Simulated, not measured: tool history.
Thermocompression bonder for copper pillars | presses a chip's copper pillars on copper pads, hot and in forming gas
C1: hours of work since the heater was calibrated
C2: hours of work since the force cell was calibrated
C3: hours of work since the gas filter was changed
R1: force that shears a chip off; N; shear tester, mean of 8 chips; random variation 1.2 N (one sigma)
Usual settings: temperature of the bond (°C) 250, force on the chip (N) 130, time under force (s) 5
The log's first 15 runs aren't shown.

{"run": 16, "hour": 190.2, "temperature of the bond (°C)": 241, "force on the chip (N)": 130, "time under force (s)": 5, "C1": 448, "C2": 212, "C3": 54, "R1": 93.5}
{"run": 17, "hour": 207.1, "temperature of the bond (°C)": 241, "force on the chip (N)": 130, "time under force (s)": 5, "C1": 457, "C2": 221, "C3": 63, "R1": 93.6}
{"run": 18, "hour": 218.0, "temperature of the bond (°C)": 250, "force on the chip (N)": 97, "time under force (s)": 5, "C1": 462, "C2": 227, "C3": 68, "R1": 83.1}
{"run": 19, "hour": 226.1, "temperature of the bond (°C)": 237, "force on the chip (N)": 97, "time under force (s)": 5, "C1": 466, "C2": 231, "C3": 72, "R1": 72.2}
{"run": 20, "hour": 235.5, "temperature of the bond (°C)": 237, "force on the chip (N)": 97, "time under force (s)": 5, "C1": 471, "C2": 235, "C3": 77, "R1": 72.5}
{"run": 21, "hour": 244.5, "temperature of the bond (°C)": 261, "force on the chip (N)": 141, "time under force (s)": 11, "C1": 476, "C2": 240, "C3": 82, "R1": 129.3}
{"run": 22, "hour": 258.8, "temperature of the bond (°C)": 261, "force on the chip (N)": 141, "time under force (s)": 11, "C1": 483, "C2": 247, "C3": 89, "R1": 129.2}
{"run": 23, "hour": 270.8, "temperature of the bond (°C)": 261, "force on the chip (N)": 141, "time under force (s)": 11, "C1": 489, "C2": 253, "C3": 95, "R1": 128.5}
{"run": 24, "hour": 286.2, "temperature of the bond (°C)": 261, "force on the chip (N)": 141, "time under force (s)": 11, "C1": 497, "C2": 261, "C3": 103, "R1": 126.7}
{"run": 25, "hour": 299.5, "temperature of the bond (°C)": 250, "force on the chip (N)": 188, "time under force (s)": 13, "C1": 503, "C2": 268, "C3": 109, "R1": 134.8}
{"run": 26, "hour": 309.7, "temperature of the bond (°C)": 246, "force on the chip (N)": 135, "time under force (s)": 3, "C1": 509, "C2": 273, "C3": 115, "R1": 80.2}
{"run": 27, "hour": 327.5, "temperature of the bond (°C)": 246, "force on the chip (N)": 135, "time under force (s)": 3, "C1": 518, "C2": 282, "C3": 124, "R1": 80.6}
{"run": 28, "hour": 336.5, "temperature of the bond (°C)": 246, "force on the chip (N)": 135, "time under force (s)": 3, "C1": 522, "C2": 286, "C3": 128, "R1": 81.1}
{"hour": 337.9, "done": "forming gas filter changed"}
{"run": 29, "hour": 347.7, "temperature of the bond (°C)": 246, "force on the chip (N)": 135, "time under force (s)": 8, "C1": 528, "C2": 292, "C3": 5, "R1": 113.5}
{"run": 30, "hour": 359.2, "temperature of the bond (°C)": 246, "force on the chip (N)": 135, "time under force (s)": 8, "C1": 533, "C2": 298, "C3": 11, "R1": 111.8}
{"run": 31, "hour": 368.0, "temperature of the bond (°C)": 246, "force on the chip (N)": 135, "time under force (s)": 8, "C1": 538, "C2": 302, "C3": 15, "R1": 115.1}
{"run": 32, "hour": 382.2, "temperature of the bond (°C)": 246, "force on the chip (N)": 154, "time under force (s)": 8, "C1": 545, "C2": 309, "C3": 22, "R1": 118.4}
{"run": 33, "hour": 395.1, "temperature of the bond (°C)": 246, "force on the chip (N)": 154, "time under force (s)": 8, "C1": 552, "C2": 316, "C3": 29, "R1": 120}
{"run": 34, "hour": 403.4, "temperature of the bond (°C)": 256, "force on the chip (N)": 182, "time under force (s)": 5, "C1": 556, "C2": 320, "C3": 33, "R1": 122}
{"run": 35, "hour": 418.3, "temperature of the bond (°C)": 266, "force on the chip (N)": 130, "time under force (s)": 6, "C1": 563, "C2": 328, "C3": 41, "R1": 115}

Forecast run 36:
{"run": 36, "hour": 431.3, "temperature of the bond (°C)": 266, "force on the chip (N)": 116, "time under force (s)": 6, "C1": 570, "C2": 334, "C3": 47, "R1": "?"}

R1: 111.6 N
Without the tool's hidden state the same run would have given R1 120.5 N.
